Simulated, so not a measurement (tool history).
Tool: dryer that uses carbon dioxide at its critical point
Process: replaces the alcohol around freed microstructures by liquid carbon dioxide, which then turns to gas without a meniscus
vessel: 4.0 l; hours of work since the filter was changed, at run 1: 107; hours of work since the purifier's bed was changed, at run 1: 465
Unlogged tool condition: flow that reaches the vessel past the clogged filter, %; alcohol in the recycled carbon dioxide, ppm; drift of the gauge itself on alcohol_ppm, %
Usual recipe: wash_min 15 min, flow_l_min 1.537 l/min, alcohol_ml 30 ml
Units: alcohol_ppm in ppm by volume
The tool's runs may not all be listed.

run   hour  wash_min  flow_l_min  alcohol_ml  hours of work since the filter was changed  hours of work since the purifier's bed was changed  alcohol_ppm
  1    0.0        15       1.537          30                                         107                                                 465          185
  2   40.8        15       1.537          30                                         132                                                 490          192
  3   84.1        15       1.537          30                                         159                                                 517          209
  4  110.3        15       1.537          30                                         175                                                 533          219
  5  133.3        15       1.537          30                                         190                                                 548          214
  6  179.2        15       1.060          30                                         218                                                 576          565
  7  202.4        15       1.940          30                                         232                                                 590          139
  8  224.0        15       1.940          30                                         246                                                 603          146
     245.1  -- inlet filter changed
  9  262.2        15       1.940          30                                          11                                                 626          130
 10  290.9        15       1.537          53                                          28                                                 644          274
 11  325.7        15       1.537          30                                          50                                                 666          198
 12  365.6        15       1.537          30                                          74                                                 690          208
 13  402.2        15       1.537          30                                          97                                                 713          219
 14  439.8        13       1.537         104                                         120                                                 736          815
 15  474.7        19       1.090          79                                         142                                                 758          576
 16  504.0        19       1.090          79                                         160                                                 776          600
 17  538.9        15       1.090          33                                         181                                                 797          571
 18  570.8        15       1.090          33                                         201                                                 817          591
 19  595.8        22       1.100          24                                         217                                                 832          222
 20  617.3        15       1.140         101                                         230                                                 846         1452
     661.5  -- inlet filter changed
 21  666.3        23       1.537          30                                           3                                                 875          144
 22  700.4        23       1.537          30                                          24                                                 897          148

Subtracting, for every run, the result it would have given without the tool's unlogged condition from the measured result gives the following. The same run-to-run variation enters both numbers; the gauge's scatter may not:
run  alcohol_ppm
  1          +89
  2          +98
  3         +110
  4         +117
  5         +121
  6         +209
  7         +108
  8         +115
  9          +91
 10         +110
 11         +107
 12         +117
 13         +126
 14         +249
 15         +223
 16         +244
 17         +220
 18         +239
 19         +157
 20         +519
 21         +126
 22         +130

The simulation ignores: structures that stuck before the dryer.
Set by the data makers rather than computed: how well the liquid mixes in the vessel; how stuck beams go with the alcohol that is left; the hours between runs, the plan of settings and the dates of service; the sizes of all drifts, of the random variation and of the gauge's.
